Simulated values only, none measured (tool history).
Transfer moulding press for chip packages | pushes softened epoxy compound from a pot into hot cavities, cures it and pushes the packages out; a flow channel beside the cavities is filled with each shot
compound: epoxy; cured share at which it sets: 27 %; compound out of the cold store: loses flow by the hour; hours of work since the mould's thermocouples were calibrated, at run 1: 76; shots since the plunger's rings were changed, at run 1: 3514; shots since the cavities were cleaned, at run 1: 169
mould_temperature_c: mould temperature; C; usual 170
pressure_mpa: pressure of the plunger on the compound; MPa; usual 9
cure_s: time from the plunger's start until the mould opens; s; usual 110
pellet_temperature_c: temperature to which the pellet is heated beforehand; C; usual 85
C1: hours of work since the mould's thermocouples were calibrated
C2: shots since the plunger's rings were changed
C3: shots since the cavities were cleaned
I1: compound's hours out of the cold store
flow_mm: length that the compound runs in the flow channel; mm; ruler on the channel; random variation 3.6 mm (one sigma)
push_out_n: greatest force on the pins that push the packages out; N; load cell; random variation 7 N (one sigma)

Run 1, day 0: usual settings; C1 76; C2 3514; C3 169; I1 41.8. Result: flow_mm 448 mm, push_out_n 363 N.
At day 1.679: plunger's sealing rings changed.
At day 3.108: cavities cleaned with cleaning compound and waxed.
Run 2, day 3.592: usual settings; C1 129; C2 447; C3 117; I1 16.1. Result: flow_mm 533 mm, push_out_n 462 N.
Run 3, day 5.779: usual settings but pellet_temperature_c 75 C; C1 162; C2 975; C3 645; I1 45.1. Result: flow_mm 460 mm, push_out_n 451 N.
At day 6.729: cavities cleaned with cleaning compound and waxed.
Run 4, day 8.283: usual settings but pellet_temperature_c 75 C; C1 199; C2 1566; C3 376; I1 14.5. Result: flow_mm 521 mm, push_out_n 389 N.
At day 10.458: cavities cleaned with cleaning compound and waxed.
Run 5, day 10.9: usual settings but pellet_temperature_c 75 C; C1 238; C2 2183; C3 107; I1 9.8. Result: flow_mm 530 mm, push_out_n 342 N.
At day 14.138: cavities cleaned with cleaning compound and waxed.
Run 6, day 14.258: usual settings but pressure_mpa 7.63 MPa, pellet_temperature_c 75 C; C1 288; C2 2980; C3 30; I1 28.6. Result: flow_mm 440 mm, push_out_n 307 N.
At day 15.85: cavities cleaned with cleaning compound and waxed, once more.
Run 7, day 15.85: usual settings; C1 311; C2 3348; C3 0; I1 28.4. Result: flow_mm 474 mm, push_out_n 292 N.
At day 17.433: mould's thermocouples calibrated.
At day 18.321: plunger's sealing rings changed.
Run 8, day 18.321: usual settings; C1 12; C2 0; C3 553; I1 34.7. Result: flow_mm 491 mm, push_out_n 385 N.
At day 19.65: cavities cleaned with cleaning compound and waxed.
Run 9, day 21.779: usual settings; C1 64; C2 820; C3 514; I1 8.3. Result: flow_mm 541 mm, push_out_n 392 N.
At day 23.304: cavities cleaned with cleaning compound and waxed.
Run 10, day 23.762: usual settings; C1 93; C2 1285; C3 111; I1 17.3. Result: flow_mm 516 mm, push_out_n 334 N.
Run 11, day 26.342: usual settings; C1 132; C2 1908; C3 734; I1 33.6. Result: flow_mm 472 mm, push_out_n 411 N.
At day 27.071: cavities cleaned with cleaning compound and waxed.
Run 12, day 28.042: usual settings but mould_temperature_c 172 C; C1 157; C2 2304; C3 235; I1 28.7. Result: flow_mm 481 mm, push_out_n 334 N.
At day 30.633: cavities cleaned with cleaning compound and waxed.
Run 13, day 31.471: usual settings; C1 208; C2 3117; C3 203; I1 24.7. Result: flow_mm 481 mm, push_out_n 360 N.
Run 14, day 33.983: usual settings; C1 246; C2 3724; C3 810; I1 9.2. Result: flow_mm 510 mm, push_out_n 445 N.
At day 34.233: cavities cleaned with cleaning compound and waxed.
At day 34.904: plunger's sealing rings changed.
Run 15, day 36.108: usual settings but pressure_mpa 10.27 MPa, cure_s 124 s, pellet_temperature_c 87 C; C1 276; C2 291; C3 427; I1 9. Result: flow_mm 586 mm, push_out_n 356 N.
At day 37.904: cavities cleaned with cleaning compound and waxed.
Run 16, day 39.692: usual settings but cure_s 115 s; C1 330; C2 1142; C3 432; I1 22.5. Result: flow_mm 507 mm, push_out_n 387 N.
At day 40.208: mould's thermocouples calibrated.
At day 41.521: cavities cleaned with cleaning compound and waxed.
Run 17, day 41.521: usual settings but cure_s 115 s; C1 19; C2 1550; C3 0; I1 13.3. Result: flow_mm 516 mm, push_out_n 299 N.
Run 18, day 44.167: usual settings but mould_temperature_c 178 C, pressure_mpa 8.57 MPa, cure_s 133 s, pellet_temperature_c 93 C; C1 59; C2 2188; C3 638; I1 19.2. Result: flow_mm 482 mm, push_out_n 367 N.
At day 45.179: cavities cleaned with cleaning compound and waxed.
Run 19, day 47.321: usual settings but mould_temperature_c 163 C, pressure_mpa 10.13 MPa, cure_s 123 s, pellet_temperature_c 82 C; C1 106; C2 2936; C3 517; I1 17.2. Result: flow_mm 554 mm, push_out_n 483 N.
At day 48.788: cavities cleaned with cleaning compound and waxed.
Run 20, day 49.471: usual settings but pressure_mpa 7.47 MPa, cure_s 133 s, pellet_temperature_c 84 C; C1 138; C2 3441; C3 165; I1 21. Result: flow_mm 447 mm, push_out_n 303 N.
At day 51.575: plunger's sealing rings changed.
At day 52.55: cavities cleaned with cleaning compound and waxed.
Run 21, day 52.742: usual settings but mould_temperature_c 174 C, pressure_mpa 9.37 MPa, cure_s 145 s, pellet_temperature_c 91 C; C1 185; C2 266; C3 46; I1 27.9. Result: flow_mm 507 mm, push_out_n 276 N.
Run 22, day 55.833: usual settings but mould_temperature_c 168 C, pressure_mpa 10.03 MPa, cure_s 138 s; C1 232; C2 1014; C3 794; I1 24.6. Result: flow_mm 537 mm, push_out_n 382 N.
At day 56.192: cavities cleaned with cleaning compound and waxed.
Run 23, day 58.275: usual settings but cure_s 120 s; C1 268; C2 1588; C3 502; I1 17.9. Result: flow_mm 514 mm, push_out_n 362 N.
At day 59.75: cavities cleaned with cleaning compound and waxed.
Run 24, day 59.954: usual settings but pellet_temperature_c 92 C; C1 293; C2 1979; C3 49; I1 29.5. Result: flow_mm 479 mm, push_out_n 313 N.
Run 25, day 62.275: usual settings but mould_temperature_c 172 C, pressure_mpa 7.67 MPa, cure_s 96 s; C1 328; C2 2540; C3 610; I1 26.2. Result: flow_mm 453 mm, push_out_n 425 N.
At day 62.883: mould's thermocouples calibrated.
At day 63.496: cavities cleaned with cleaning compound and waxed.
Run 26, day 66.154: usual settings but mould_temperature_c 172 C, pressure_mpa 7.67 MPa, cure_s 96 s; C1 49; C2 3442; C3 642; I1 12.9. Result: flow_mm 464 mm, push_out_n 452 N.
At day 67.079: cavities cleaned with cleaning compound and waxed.
Run 27, day 67.742: usual settings but mould_temperature_c 172 C, pressure_mpa 7.67 MPa, cure_s 96 s; C1 72; C2 3811; C3 160; I1 16.4. Result: flow_mm 457 mm, push_out_n 383 N.

Hidden state or all else? Some run-to-run changes of flow_mm, split into what the settings, what came in and random variation would give without the hidden state, and what is left for the hidden state (with any gauge scatter that isn't in both results):
The hidden state here: true mould temperature over the reading, C; pressure that reaches the compound, % of what is set; grip of the stained cavities, % over clean ones'; drift of the gauge itself on flow_mm, %; drift of the gauge itself on push_out_n, %.
Run 5 -> 6: pressure_mpa 9 -> 7.63, cavities cleaned with cleaning compound and waxed. flow_mm -90 mm: hidden state -4, all else -86.
Run 7 -> 8: mould's thermocouples calibrated, plunger's sealing rings changed. flow_mm +17 mm: hidden state +30, all else -13.
Run 14 -> 15: pressure_mpa 9 -> 10.27, cure_s 110 -> 124, pellet_temperature_c 85 -> 87, cavities cleaned with cleaning compound and waxed, plunger's sealing rings changed. flow_mm +76 mm: hidden state +34, all else +42.
Run 19 -> 20: mould_temperature_c 163 -> 170, pressure_mpa 10.13 -> 7.47, cure_s 123 -> 133, pellet_temperature_c 82 -> 84, cavities cleaned with cleaning compound and waxed. flow_mm -107 mm: hidden state +2, all else -109.

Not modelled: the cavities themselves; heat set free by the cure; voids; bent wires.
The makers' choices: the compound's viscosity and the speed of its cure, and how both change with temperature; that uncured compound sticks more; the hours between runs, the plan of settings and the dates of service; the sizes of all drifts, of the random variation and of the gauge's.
